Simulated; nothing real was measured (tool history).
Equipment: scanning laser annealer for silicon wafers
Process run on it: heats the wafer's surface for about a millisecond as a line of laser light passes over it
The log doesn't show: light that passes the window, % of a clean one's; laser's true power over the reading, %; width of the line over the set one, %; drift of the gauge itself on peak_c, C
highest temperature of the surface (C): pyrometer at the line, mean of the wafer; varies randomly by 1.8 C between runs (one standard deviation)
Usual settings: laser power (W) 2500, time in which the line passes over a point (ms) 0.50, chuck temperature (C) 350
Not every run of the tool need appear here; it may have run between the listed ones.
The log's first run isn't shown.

| run | day | laser power (W) | time in which the line passes over a point (ms) | chuck temperature (C) | hours of work since the window was cleaned | hours of work since the power meter was calibrated | hours of work since the optics were aligned | highest temperature of the surface (C) |
|---|---|---|---|---|---|---|---|---|
| 2 | 1.954 | 2500 | 0.50 | 350 | 364 | 781 | 889 | 1053 |
| 3 | 4.238 | 2500 | 0.50 | 350 | 390 | 807 | 916 | 1058 |
| 4 | 5.675 | 2500 | 0.50 | 350 | 407 | 824 | 932 | 1056 |
| 5 | 6.950 | 2500 | 0.50 | 350 | 421 | 839 | 947 | 1053 |
| 6 | 9.038 | 2500 | 0.50 | 350 | 445 | 863 | 971 | 1055 |
| 7 | 11.200 | 2500 | 0.50 | 350 | 471 | 888 | 996 | 1056 |
| 8 | 13.204 | 2500 | 0.50 | 350 | 494 | 911 | 1020 | 1056 |
|  | 13.804 | window over the wafer cleaned |
| 9 | 15.038 | 2500 | 0.50 | 350 | 14 | 931 | 1040 | 1053 |
| 10 | 16.962 | 2500 | 0.50 | 350 | 37 | 954 | 1062 | 1057 |
| 11 | 18.833 | 2500 | 0.50 | 350 | 58 | 975 | 1084 | 1056 |
| 12 | 19.796 | 2500 | 0.50 | 350 | 69 | 986 | 1095 | 1057 |
| 13 | 21.050 | 2500 | 0.50 | 350 | 84 | 1001 | 1109 | 1055 |
| 14 | 22.958 | 2500 | 0.50 | 350 | 106 | 1023 | 1131 | 1053 |
| 15 | 24.288 | 2500 | 0.50 | 343 | 121 | 1038 | 1147 | 1051 |
| 16 | 26.467 | 2500 | 0.50 | 350 | 147 | 1064 | 1172 | 1053 |
| 17 | 27.475 | 2500 | 0.50 | 350 | 158 | 1075 | 1184 | 1056 |
| 18 | 29.729 | 2539 | 0.50 | 350 | 184 | 1101 | 1210 | 1065 |
| 19 | 31.067 | 2303 | 0.50 | 335 | 200 | 1117 | 1225 | 983 |

What will run 20 give?
| 20 | 32.825 | 2216 | 0.44 | 335 | 220 | 1137 | 1246 | ? |

highest temperature of the surface (C): 930
On a tool with no hidden condition, and with the same random variation, this run would have come out at highest temperature of the surface (C) 930.

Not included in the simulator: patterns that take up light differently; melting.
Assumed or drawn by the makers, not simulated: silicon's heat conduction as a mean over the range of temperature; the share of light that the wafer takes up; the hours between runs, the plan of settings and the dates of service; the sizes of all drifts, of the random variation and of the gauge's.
